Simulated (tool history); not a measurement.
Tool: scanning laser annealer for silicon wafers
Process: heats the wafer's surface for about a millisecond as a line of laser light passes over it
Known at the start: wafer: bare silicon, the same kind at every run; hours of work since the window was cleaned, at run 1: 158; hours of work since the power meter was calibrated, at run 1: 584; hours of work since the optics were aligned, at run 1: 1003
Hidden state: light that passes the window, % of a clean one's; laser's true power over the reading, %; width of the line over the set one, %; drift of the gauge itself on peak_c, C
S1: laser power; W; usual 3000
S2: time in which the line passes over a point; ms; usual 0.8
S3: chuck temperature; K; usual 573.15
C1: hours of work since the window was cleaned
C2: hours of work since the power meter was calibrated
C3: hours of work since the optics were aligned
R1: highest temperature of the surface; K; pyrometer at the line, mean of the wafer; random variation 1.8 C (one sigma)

Run 1, hour 0: usual settings; C1 158; C2 584; C3 1003. Result: R1 1276.15 K.
Run 2, hour 13.5: usual settings; C1 164; C2 591; C3 1009. Result: R1 1278.15 K.
Run 3, hour 28.8: usual settings but S3 608.15 K; C1 172; C2 598; C3 1017. Result: R1 1309.15 K.
Run 4, hour 59.3: usual settings but S3 608.15 K; C1 187; C2 613; C3 1032. Result: R1 1312.15 K.
Run 5, hour 87.4: usual settings but S3 608.15 K; C1 200; C2 627; C3 1045. Result: R1 1310.15 K.
Run 6, hour 112.7: usual settings but S3 608.15 K; C1 213; C2 639; C3 1058. Result: R1 1306.15 K.
Run 7, hour 137.9: usual settings but S3 608.15 K; C1 225; C2 652; C3 1070. Result: R1 1309.15 K.
Run 8, hour 164.2: usual settings but S3 608.15 K; C1 238; C2 664; C3 1083. Result: R1 1312.15 K.
Run 9, hour 177.1: usual settings but S3 608.15 K; C1 244; C2 671; C3 1089. Result: R1 1304.15 K.
Run 10, hour 202.8: usual settings but S3 608.15 K; C1 257; C2 683; C3 1102. Result: R1 1304.15 K.
Run 11, hour 227.7: usual settings but S3 608.15 K; C1 269; C2 695; C3 1114. Result: R1 1307.15 K.
Run 12, hour 241.2: usual settings but S3 608.15 K; C1 275; C2 702; C3 1120. Result: R1 1306.15 K.
Run 13, hour 269.7: usual settings but S3 550.15 K; C1 289; C2 716; C3 1134. Result: R1 1246.15 K.
Run 14, hour 284: usual settings but S3 550.15 K; C1 296; C2 723; C3 1141. Result: R1 1246.15 K.
Run 15, hour 302.8: usual settings but S3 550.15 K; C1 306; C2 732; C3 1150. Result: R1 1245.15 K.
Run 16, hour 319.5: usual settings but S3 550.15 K; C1 314; C2 740; C3 1159. Result: R1 1243.15 K.
Run 17, hour 341.7: usual settings but S3 550.15 K; C1 325; C2 751; C3 1169. Result: R1 1247.15 K.
Run 18, hour 372.5: usual settings but S3 550.15 K; C1 340; C2 766; C3 1185. Result: R1 1244.15 K.
Run 19, hour 403: usual settings but S3 550.15 K; C1 354; C2 781; C3 1199. Result: R1 1245.15 K.
Run 20, hour 424.7: usual settings but S2 0.84 ms, S3 535.15 K; C1 365; C2 792; C3 1210. Result: R1 1248.15 K.
Run 21, hour 452.2: usual settings but S1 2777 W, S2 0.84 ms, S3 596.15 K; C1 378; C2 805; C3 1223. Result: R1 1256.15 K.
At hour 455.6: window over the wafer cleaned.
Run 22, hour 469.4: usual settings but S1 2777 W, S2 0.84 ms, S3 596.15 K; C1 7; C2 813; C3 1231. Result: R1 1250.15 K.
Run 23, hour 484: usual settings but S1 3223 W, S2 0.815 ms, S3 544.15 K; C1 14; C2 820; C3 1238. Result: R1 1287.15 K.
Run 24, hour 501.7: usual settings but S1 3223 W, S2 0.821 ms, S3 544.15 K; C1 23; C2 828; C3 1247. Result: R1 1288.15 K.
At hour 509: window over the wafer cleaned, once more.
Run 25, hour 532.2: usual settings but S1 3175 W, S2 0.766 ms; C1 11; C2 842; C3 1261. Result: R1 1298.15 K.
Run 26, hour 560: usual settings but S1 3175 W, S2 0.766 ms; C1 25; C2 856; C3 1274. Result: R1 1301.15 K.
Run 27, hour 580.7: usual settings but S1 3175 W, S2 0.766 ms; C1 35; C2 866; C3 1284. Result: R1 1300.15 K.
Run 28, hour 609.6: usual settings but S1 3175 W, S2 0.766 ms; C1 49; C2 880; C3 1298. Result: R1 1300.15 K.
Run 29, hour 625.2: usual settings but S1 3175 W, S2 0.766 ms; C1 57; C2 888; C3 1306. Result: R1 1298.15 K.
Run 30, hour 656.4: usual settings but S2 0.724 ms, S3 596.15 K; C1 72; C2 903; C3 1321. Result: R1 1264.15 K.
Run 31, hour 681.1: usual settings but S2 0.724 ms, S3 541.15 K; C1 84; C2 915; C3 1333. Result: R1 1209.15 K.
Run 32, hour 705.5: usual settings but S2 0.724 ms, S3 541.15 K; C1 96; C2 927; C3 1345. Result: R1 1207.15 K.
Run 33, hour 726: usual settings but S2 0.724 ms, S3 541.15 K; C1 106; C2 937; C3 1355. Result: R1 1204.15 K.
Run 34, hour 755.6: usual settings but S1 3227 W, S2 0.724 ms, S3 589.15 K; C1 120; C2 951; C3 1370. Result: R1 1301.15 K.
Run 35, hour 773.8: usual settings but S1 2890 W, S2 0.997 ms, S3 574.15 K; C1 129; C2 960; C3 1379. Result: R1 1327.15 K.
Run 36, hour 789.7: usual settings but S1 2920 W; C1 137; C2 968; C3 1386. Result: R1 1253.15 K.

Forecast each of these 4 alternatives for the next run:
Run A, hour 809.5: usual settings but S1 3247 W, S2 0.716 ms, S3 610.15 K; C1 147; C2 978; C3 1396. Result: R1 ?.
Run B, hour 809.5: usual settings but S1 3042 W; C1 147; C2 978; C3 1396. Result: R1 ?.
Run C, hour 809.5: usual settings but S1 2720 W, S2 0.659 ms; C1 147; C2 978; C3 1396. Result: R1 ?.
Run D, hour 809.5: usual settings but S3 535.15 K; C1 147; C2 978; C3 1396. Result: R1 ?.

run       R1
  A  1321.15
  B  1282.15
  C  1149.15
  D  1234.15
Without the tool's hidden state the same runs would have given:
run       R1
  A  1342.15
  B  1303.15
  C  1166.15
  D  1255.15
